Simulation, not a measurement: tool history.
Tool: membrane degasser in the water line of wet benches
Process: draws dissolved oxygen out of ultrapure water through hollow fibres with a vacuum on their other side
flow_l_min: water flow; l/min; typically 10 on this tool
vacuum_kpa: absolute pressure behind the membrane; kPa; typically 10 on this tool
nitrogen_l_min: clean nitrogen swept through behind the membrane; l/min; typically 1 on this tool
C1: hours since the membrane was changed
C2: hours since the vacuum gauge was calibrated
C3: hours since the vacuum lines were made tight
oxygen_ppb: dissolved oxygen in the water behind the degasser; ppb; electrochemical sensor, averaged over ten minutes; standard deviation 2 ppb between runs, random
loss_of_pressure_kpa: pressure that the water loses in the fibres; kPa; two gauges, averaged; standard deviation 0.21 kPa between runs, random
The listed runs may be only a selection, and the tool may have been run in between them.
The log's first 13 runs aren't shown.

{"run": 14, "hour": 1380.7, "flow_l_min": 7, "vacuum_kpa": 10, "nitrogen_l_min": 1, "C1": 4980, "C2": 154, "C3": 4343, "oxygen_ppb": 133.9, "loss_of_pressure_kpa": 34.19}
{"run": 15, "hour": 1493.3, "flow_l_min": 7, "vacuum_kpa": 10, "nitrogen_l_min": 1, "C1": 5093, "C2": 266, "C3": 4456, "oxygen_ppb": 132.5, "loss_of_pressure_kpa": 34.37}
{"run": 16, "hour": 1578.2, "flow_l_min": 7, "vacuum_kpa": 10, "nitrogen_l_min": 1, "C1": 5177, "C2": 351, "C3": 4541, "oxygen_ppb": 132.5, "loss_of_pressure_kpa": 34.53}
{"run": 17, "hour": 1716.2, "flow_l_min": 11, "vacuum_kpa": 9.9, "nitrogen_l_min": 2.85, "C1": 5315, "C2": 489, "C3": 4679, "oxygen_ppb": 107, "loss_of_pressure_kpa": 53.47}
{"run": 18, "hour": 1802.1, "flow_l_min": 11, "vacuum_kpa": 9.9, "nitrogen_l_min": 2.85, "C1": 5401, "C2": 575, "C3": 4765, "oxygen_ppb": 107.4, "loss_of_pressure_kpa": 53.95}
{"run": 19, "hour": 1868.8, "flow_l_min": 14, "vacuum_kpa": 9.2, "nitrogen_l_min": 2.85, "C1": 5468, "C2": 642, "C3": 4831, "oxygen_ppb": 138.3, "loss_of_pressure_kpa": 68.4}
{"hour": 1975.8, "done": "seals of the vacuum lines changed"}
{"run": 20, "hour": 1982.0, "flow_l_min": 14, "vacuum_kpa": 9.2, "nitrogen_l_min": 2.85, "C1": 5579, "C2": 753, "C3": 6, "oxygen_ppb": 137.8, "loss_of_pressure_kpa": 68.87}
{"run": 21, "hour": 2077.9, "flow_l_min": 14, "vacuum_kpa": 9.2, "nitrogen_l_min": 2.85, "C1": 5675, "C2": 849, "C3": 102, "oxygen_ppb": 136.9, "loss_of_pressure_kpa": 68.55}
{"run": 22, "hour": 2236.3, "flow_l_min": 14, "vacuum_kpa": 9.2, "nitrogen_l_min": 2.4, "C1": 5834, "C2": 1007, "C3": 260, "oxygen_ppb": 149.3, "loss_of_pressure_kpa": 68.2}
{"run": 23, "hour": 2356.2, "flow_l_min": 9, "vacuum_kpa": 9.2, "nitrogen_l_min": 1.4, "C1": 5953, "C2": 1127, "C3": 380, "oxygen_ppb": 122.9, "loss_of_pressure_kpa": 44.03}
{"run": 24, "hour": 2441.0, "flow_l_min": 9, "vacuum_kpa": 9.2, "nitrogen_l_min": 1.4, "C1": 6038, "C2": 1212, "C3": 465, "oxygen_ppb": 126, "loss_of_pressure_kpa": 43.76}
{"run": 25, "hour": 2584.9, "flow_l_min": 12, "vacuum_kpa": 19.5, "nitrogen_l_min": 1.4, "C1": 6182, "C2": 1356, "C3": 609, "oxygen_ppb": 375.6, "loss_of_pressure_kpa": 58.18}
{"run": 26, "hour": 2695.6, "flow_l_min": 6, "vacuum_kpa": 11.1, "nitrogen_l_min": 0.84, "C1": 6293, "C2": 1467, "C3": 720, "oxygen_ppb": 149.5, "loss_of_pressure_kpa": 29.19}
{"run": 27, "hour": 2825.1, "flow_l_min": 6, "vacuum_kpa": 8, "nitrogen_l_min": 0.84, "C1": 6422, "C2": 1596, "C3": 849, "oxygen_ppb": 96.2, "loss_of_pressure_kpa": 28.87}
{"run": 28, "hour": 2919.3, "flow_l_min": 16, "vacuum_kpa": 8, "nitrogen_l_min": 0.92, "C1": 6517, "C2": 1690, "C3": 943, "oxygen_ppb": 261.4, "loss_of_pressure_kpa": 78.13}
{"run": 29, "hour": 3061.5, "flow_l_min": 16, "vacuum_kpa": 15.1, "nitrogen_l_min": 0.6, "C1": 6659, "C2": 1833, "C3": 1086, "oxygen_ppb": 704.7, "loss_of_pressure_kpa": 77.62}
{"run": 30, "hour": 3176.1, "flow_l_min": 6, "vacuum_kpa": 10, "nitrogen_l_min": 1, "C1": 6773, "C2": 1947, "C3": 1200, "oxygen_ppb": 112.5, "loss_of_pressure_kpa": 29.05}
{"run": 31, "hour": 3312.3, "flow_l_min": 6, "vacuum_kpa": 10, "nitrogen_l_min": 1, "C1": 6910, "C2": 2083, "C3": 1336, "oxygen_ppb": 114.5, "loss_of_pressure_kpa": 28.93}
{"run": 32, "hour": 3384.3, "flow_l_min": 12, "vacuum_kpa": 17.2, "nitrogen_l_min": 1, "C1": 6982, "C2": 2155, "C3": 1408, "oxygen_ppb": 427, "loss_of_pressure_kpa": 57.79}

3 ways to go on from here, each from the tool as it stands after run 32. What would each give?
{"run": "A", "hour": 3471.8, "flow_l_min": 7, "vacuum_kpa": 16.1, "nitrogen_l_min": 1.27, "C1": 7069, "C2": 2243, "C3": 1496, "oxygen_ppb": "?", "loss_of_pressure_kpa": "?"}
{"run": "B", "hour": 3471.8, "flow_l_min": 12, "vacuum_kpa": 13.3, "nitrogen_l_min": 1.27, "C1": 7069, "C2": 2243, "C3": 1496, "oxygen_ppb": "?", "loss_of_pressure_kpa": "?"}
{"run": "C", "hour": 3471.8, "flow_l_min": 12, "vacuum_kpa": 17.2, "nitrogen_l_min": 1.65, "C1": 7069, "C2": 2243, "C3": 1496, "oxygen_ppb": "?", "loss_of_pressure_kpa": "?"}

run=A oxygen_ppb=189.7 loss_of_pressure_kpa=33.87
run=B oxygen_ppb=274.4 loss_of_pressure_kpa=57.81
run=C oxygen_ppb=288.5 loss_of_pressure_kpa=57.97
The same runs, with their run-to-run variation unchanged, on a tool lacking any hidden condition would have given:
run=A oxygen_ppb=189.5 loss_of_pressure_kpa=34.58
run=B oxygen_ppb=274.1 loss_of_pressure_kpa=59.01
run=C oxygen_ppb=288.2 loss_of_pressure_kpa=59.17
